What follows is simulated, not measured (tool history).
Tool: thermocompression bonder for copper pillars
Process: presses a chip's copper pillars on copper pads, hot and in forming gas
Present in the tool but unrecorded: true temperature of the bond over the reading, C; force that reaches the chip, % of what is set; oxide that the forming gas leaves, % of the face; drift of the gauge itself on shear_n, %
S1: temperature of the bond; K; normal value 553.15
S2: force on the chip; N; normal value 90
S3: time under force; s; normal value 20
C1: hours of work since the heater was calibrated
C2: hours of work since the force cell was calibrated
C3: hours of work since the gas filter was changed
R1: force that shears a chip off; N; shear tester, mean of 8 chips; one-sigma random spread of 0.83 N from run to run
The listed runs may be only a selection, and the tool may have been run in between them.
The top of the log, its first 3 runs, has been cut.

| run | hour | S1 | S2 | S3 | C1 | C2 | C3 | R1 |
|---|---|---|---|---|---|---|---|---|
| 4 | 77.1 | 553.15 | 90 | 56 | 381 | 50 | 85 | 84 |
| 5 | 107.6 | 553.15 | 90 | 56 | 395 | 65 | 100 | 85.1 |
| 6 | 124.8 | 553.15 | 90 | 56 | 404 | 73 | 108 | 83.3 |
| 7 | 149.9 | 553.15 | 90 | 20 | 416 | 85 | 120 | 65.1 |
| 8 | 165.6 | 553.15 | 73 | 20 | 424 | 93 | 128 | 59.1 |
| 9 | 195.1 | 553.15 | 73 | 16 | 438 | 107 | 142 | 54.6 |
| 10 | 217.7 | 553.15 | 73 | 16 | 449 | 118 | 153 | 55.4 |
| 11 | 235.9 | 553.15 | 90 | 20 | 458 | 127 | 162 | 65 |
| 12 | 261.2 | 553.15 | 90 | 20 | 470 | 139 | 174 | 65.3 |
| 13 | 276.1 | 553.15 | 90 | 20 | 477 | 146 | 181 | 65.2 |
| 14 | 296.3 | 553.15 | 90 | 20 | 487 | 156 | 191 | 65.5 |
|  | 325.9 | forming gas filter changed |
| 15 | 327.2 | 553.15 | 90 | 20 | 502 | 171 | 1 | 67.1 |
| 16 | 344.1 | 553.15 | 90 | 20 | 510 | 179 | 9 | 64.9 |
| 17 | 361.5 | 530.15 | 90 | 20 | 518 | 187 | 17 | 55.1 |
| 18 | 382.9 | 530.15 | 90 | 20 | 529 | 198 | 28 | 53.6 |
| 19 | 406.1 | 574.15 | 109 | 27 | 540 | 209 | 39 | 85.4 |
| 20 | 419.6 | 530.15 | 64 | 58 | 546 | 215 | 45 | 64.2 |
| 21 | 437 | 530.15 | 66 | 46 | 555 | 224 | 54 | 61.3 |
| 22 | 468.7 | 558.15 | 71 | 19 | 570 | 239 | 69 | 59.2 |
| 23 | 499.4 | 535.15 | 56 | 30 | 585 | 254 | 84 | 50.1 |
| 24 | 524.2 | 567.15 | 104 | 29 | 597 | 266 | 96 | 81.4 |
| 25 | 556.6 | 553.15 | 90 | 12 | 613 | 282 | 112 | 55.3 |
| 26 | 584.6 | 539.15 | 74 | 39 | 626 | 295 | 125 | 64.9 |
| 27 | 617.1 | 539.15 | 74 | 33 | 642 | 311 | 141 | 60.9 |
| 28 | 644.4 | 537.15 | 107 | 15 | 655 | 324 | 154 | 56.6 |

What will run 29 give?
| 29 | 674.6 | 537.15 | 107 | 15 | 670 | 339 | 169 | ? |

{"run 29": {"R1": 57.2}}
Were there no unlogged condition in the tool, this run, its random variation unchanged, would have produced R1 57.9 N.
